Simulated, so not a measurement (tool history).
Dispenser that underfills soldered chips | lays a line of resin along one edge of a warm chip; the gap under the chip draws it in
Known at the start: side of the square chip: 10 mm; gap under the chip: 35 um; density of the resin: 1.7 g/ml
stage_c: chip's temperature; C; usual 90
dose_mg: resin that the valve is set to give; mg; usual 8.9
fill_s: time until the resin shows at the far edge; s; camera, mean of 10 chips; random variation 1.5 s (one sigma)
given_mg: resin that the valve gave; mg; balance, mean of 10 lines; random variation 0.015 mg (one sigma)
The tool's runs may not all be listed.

run 1 hour=0 | stage_c=90 dose_mg=8.9 | fill_s=157.7 given_mg=8.7
run 2 hour=8.2 | stage_c=90 dose_mg=8.9 | fill_s=190 given_mg=8.65
run 3 hour=12.4 | stage_c=90 dose_mg=8.9 | fill_s=210.3 given_mg=8.66
-- hour=15.3 new syringe of resin
run 4 hour=19.9 | stage_c=90 dose_mg=8.9 | fill_s=164.6 given_mg=8.62
-- hour=23.3 dispensing valve cleaned and set on the balance
run 5 hour=28.5 | stage_c=90 dose_mg=8.9 | fill_s=196.3 given_mg=8.84
-- hour=33.4 new syringe of resin
run 6 hour=34.4 | stage_c=90 dose_mg=8.9 | fill_s=152.2 given_mg=8.86
run 7 hour=42.8 | stage_c=95 dose_mg=8.9 | fill_s=158.4 given_mg=8.79
-- hour=50.9 new syringe of resin
run 8 hour=52.4 | stage_c=78 dose_mg=8.9 | fill_s=226.3 given_mg=8.78
run 9 hour=60.4 | stage_c=78 dose_mg=8.9 | fill_s=273 given_mg=8.75
run 10 hour=66.2 | stage_c=90 dose_mg=8.9 | fill_s=213.9 given_mg=8.73
-- hour=68 new syringe of resin
run 11 hour=72.5 | stage_c=90 dose_mg=10.12 | fill_s=159.7 given_mg=9.88
run 12 hour=80.7 | stage_c=90 dose_mg=10.12 | fill_s=197 given_mg=9.84
-- hour=85.2 new syringe of resin
run 13 hour=86.2 | stage_c=90 dose_mg=10.12 | fill_s=149.9 given_mg=9.83
run 14 hour=92.7 | stage_c=90 dose_mg=8.9 | fill_s=178.7 given_mg=8.63
run 15 hour=97.5 | stage_c=90 dose_mg=8.9 | fill_s=199.8 given_mg=8.62
-- hour=99.6 dispensing valve cleaned and set on the balance
-- hour=103.5 new syringe of resin
run 16 hour=105.6 | stage_c=90 dose_mg=8.9 | fill_s=154.4 given_mg=8.87
run 17 hour=112.4 | stage_c=90 dose_mg=8.9 | fill_s=182.9 given_mg=8.85
run 18 hour=116.8 | stage_c=90 dose_mg=8.9 | fill_s=204.4 given_mg=8.82
-- hour=120.6 new syringe of resin
run 19 hour=124.2 | stage_c=93 dose_mg=8.22 | fill_s=150.1 given_mg=8.14
run 20 hour=128.1 | stage_c=93 dose_mg=8.22 | fill_s=162.2 given_mg=8.12
run 21 hour=134.6 | stage_c=93 dose_mg=8.22 | fill_s=192.9 given_mg=8.09
-- hour=138.1 new syringe of resin
run 22 hour=140.2 | stage_c=96 dose_mg=9.9 | fill_s=126.5 given_mg=9.69
run 23 hour=144.8 | stage_c=88 dose_mg=7.87 | fill_s=190.4 given_mg=7.74
run 24 hour=153 | stage_c=76 dose_mg=10.6 | fill_s=332.9 given_mg=10.37
-- hour=155.8 new syringe of resin
run 25 hour=159.3 | stage_c=76 dose_mg=8.93 | fill_s=251.4 given_mg=8.67
run 26 hour=166 | stage_c=79 dose_mg=9.39 | fill_s=267.5 given_mg=9.12
run 27 hour=170.9 | stage_c=87 dose_mg=10.42 | fill_s=223.5 given_mg=10.09
-- hour=173.4 new syringe of resin
-- hour=176.5 dispensing valve cleaned and set on the balance
run 28 hour=177.4 | stage_c=92 dose_mg=10.91 | fill_s=148.7 given_mg=10.92
run 29 hour=185.9 | stage_c=87 dose_mg=7.92 | fill_s=228.3 given_mg=7.9
-- hour=191.7 new syringe of resin
run 30 hour=191.9 | stage_c=87 dose_mg=7.92 | fill_s=170.2 given_mg=7.84
run 31 hour=198.4 | stage_c=87 dose_mg=7.92 | fill_s=198 given_mg=7.83

The next listed run, before its measurement:
run 32 hour=207.4 | stage_c=87 dose_mg=7.92 | fill_s=? given_mg=?

{"run 32": {"fill_s": 242.6, "given_mg": 7.81}}
Without the tool's hidden state the same run would have given fill_s 157.5 s, given_mg 7.91 mg.
